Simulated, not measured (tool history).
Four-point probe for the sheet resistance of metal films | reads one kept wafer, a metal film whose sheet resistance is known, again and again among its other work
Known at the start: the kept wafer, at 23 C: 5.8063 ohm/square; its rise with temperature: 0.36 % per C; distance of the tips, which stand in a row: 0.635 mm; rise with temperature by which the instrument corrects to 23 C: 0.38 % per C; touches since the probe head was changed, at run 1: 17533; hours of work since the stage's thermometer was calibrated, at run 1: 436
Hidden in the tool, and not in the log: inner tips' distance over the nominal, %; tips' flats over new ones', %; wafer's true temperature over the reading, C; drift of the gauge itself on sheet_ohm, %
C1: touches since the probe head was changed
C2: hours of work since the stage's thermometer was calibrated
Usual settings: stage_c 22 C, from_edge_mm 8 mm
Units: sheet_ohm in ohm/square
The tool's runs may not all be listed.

run 1 day=0.000 | stage_c=22 from_edge_mm=8 | C1=17533 C2=436 | sheet_ohm=5.822607
run 2 day=2.442 | stage_c=22 from_edge_mm=23 | C1=18814 C2=473 | sheet_ohm=5.806859
run 3 day=4.262 | stage_c=22 from_edge_mm=23 | C1=19768 C2=501 | sheet_ohm=5.809622
run 4 day=5.908 | stage_c=22 from_edge_mm=23 | C1=20631 C2=526 | sheet_ohm=5.809205
run 5 day=8.454 | stage_c=22 from_edge_mm=72 | C1=21965 C2=565 | sheet_ohm=5.808181
run 6 day=10.054 | stage_c=22 from_edge_mm=8 | C1=22803 C2=590 | sheet_ohm=5.828424
run 7 day=11.862 | stage_c=22 from_edge_mm=8 | C1=23753 C2=617 | sheet_ohm=5.830357
run 8 day=14.842 | stage_c=22 from_edge_mm=8 | C1=25314 C2=663 | sheet_ohm=5.829898
run 9 day=16.283 | stage_c=22 from_edge_mm=8 | C1=26070 C2=685 | sheet_ohm=5.830109
run 10 day=18.796 | stage_c=21 from_edge_mm=8 | C1=27386 C2=723 | sheet_ohm=5.830299
run 11 day=20.175 | stage_c=21 from_edge_mm=14 | C1=28110 C2=744 | sheet_ohm=5.818524
run 12 day=21.892 | stage_c=22 from_edge_mm=8 | C1=29009 C2=771 | sheet_ohm=5.832767
run 13 day=23.879 | stage_c=22 from_edge_mm=8 | C1=30051 C2=801 | sheet_ohm=5.834830
run 14 day=26.975 | stage_c=22 from_edge_mm=8 | C1=31675 C2=848 | sheet_ohm=5.834054
run 15 day=28.692 | stage_c=22 from_edge_mm=8 | C1=32574 C2=875 | sheet_ohm=5.834352
run 16 day=30.329 | stage_c=22 from_edge_mm=8 | C1=33433 C2=900 | sheet_ohm=5.834710
run 17 day=33.133 | stage_c=22 from_edge_mm=8 | C1=34903 C2=943 | sheet_ohm=5.834867
run 18 day=36.162 | stage_c=22 from_edge_mm=67 | C1=36491 C2=989 | sheet_ohm=5.816472
run 19 day=38.167 | stage_c=22 from_edge_mm=23 | C1=37542 C2=1020 | sheet_ohm=5.822324
run 20 day=40.588 | stage_c=26 from_edge_mm=8 | C1=38811 C2=1057 | sheet_ohm=5.833973
run 21 day=42.183 | stage_c=26 from_edge_mm=8 | C1=39646 C2=1081 | sheet_ohm=5.832073
run 22 day=45.142 | stage_c=26 from_edge_mm=8 | C1=41199 C2=1126 | sheet_ohm=5.836254
run 23 day=47.846 | stage_c=27 from_edge_mm=6 | C1=42617 C2=1167 | sheet_ohm=5.849413
run 24 day=50.512 | stage_c=27 from_edge_mm=6 | C1=44014 C2=1208 | sheet_ohm=5.849792
run 25 day=52.454 | stage_c=23 from_edge_mm=55 | C1=45032 C2=1238 | sheet_ohm=5.821615
run 26 day=55.554 | stage_c=23 from_edge_mm=55 | C1=46656 C2=1285 | sheet_ohm=5.821815
run 27 day=57.312 | stage_c=23 from_edge_mm=55 | C1=47578 C2=1312 | sheet_ohm=5.823724
run 28 day=60.596 | stage_c=20 from_edge_mm=23 | C1=49299 C2=1362 | sheet_ohm=5.829969
run 29 day=63.388 | stage_c=32 from_edge_mm=3 | C1=50763 C2=1405 | sheet_ohm=5.950530
run 30 day=64.954 | stage_c=32 from_edge_mm=3 | C1=51584 C2=1429 | sheet_ohm=5.950036
run 31 day=67.721 | stage_c=30 from_edge_mm=64 | C1=53036 C2=1471 | sheet_ohm=5.817304
run 32 day=70.608 | stage_c=22 from_edge_mm=18 | C1=54549 C2=1515 | sheet_ohm=5.831157
run 33 day=73.442 | stage_c=21 from_edge_mm=12 | C1=56034 C2=1559 | sheet_ohm=5.840121
run 34 day=76.425 | stage_c=31 from_edge_mm=26 | C1=57597 C2=1604 | sheet_ohm=5.821013
run 35 day=78.929 | stage_c=31 from_edge_mm=26 | C1=58911 C2=1643 | sheet_ohm=5.822200
run 36 day=82.238 | stage_c=27 from_edge_mm=39 | C1=60645 C2=1693 | sheet_ohm=5.825943
run 37 day=85.396 | stage_c=31 from_edge_mm=33 | C1=62301 C2=1742 | sheet_ohm=5.823736
run 38 day=87.088 | stage_c=24 from_edge_mm=28 | C1=63187 C2=1767 | sheet_ohm=5.834652
run 39 day=89.171 | stage_c=22 from_edge_mm=43 | C1=64278 C2=1799 | sheet_ohm=5.835480
run 40 day=91.133 | stage_c=28 from_edge_mm=31 | C1=65309 C2=1829 | sheet_ohm=5.827649
run 41 day=94.188 | stage_c=22 from_edge_mm=7 | C1=66909 C2=1876 | sheet_ohm=5.864009
run 42 day=95.992 | stage_c=22 from_edge_mm=7 | C1=67856 C2=1904 | sheet_ohm=5.867355
run 43 day=98.608 | stage_c=31 from_edge_mm=11 | C1=69227 C2=1943 | sheet_ohm=5.835993
run 44 day=100.308 | stage_c=31 from_edge_mm=11 | C1=70118 C2=1969 | sheet_ohm=5.837697

Hidden state or all else? Some run-to-run changes of sheet_ohm, split into what the settings, what came in and random variation would give without the hidden state, and what is left for the hidden state (with any gauge scatter that isn't in both results):
Run 28 -> 29: stage_c 20 -> 32, from_edge_mm 23 -> 3. sheet_ohm +0.120561 ohm/square: hidden state +0.000871, all else +0.119690.
Run 30 -> 31: stage_c 32 -> 30, from_edge_mm 3 -> 64. sheet_ohm -0.132732 ohm/square: hidden state +0.000603, all else -0.133335.
Run 31 -> 32: stage_c 30 -> 22, from_edge_mm 64 -> 18. sheet_ohm +0.013853 ohm/square: hidden state +0.001282, all else +0.012571.
Run 35 -> 36: stage_c 31 -> 27, from_edge_mm 26 -> 39. sheet_ohm +0.003743 ohm/square: hidden state +0.001340, all else +0.002403.
Run 40 -> 41: stage_c 28 -> 22, from_edge_mm 31 -> 7. sheet_ohm +0.036360 ohm/square: hidden state +0.001476, all else +0.034884.
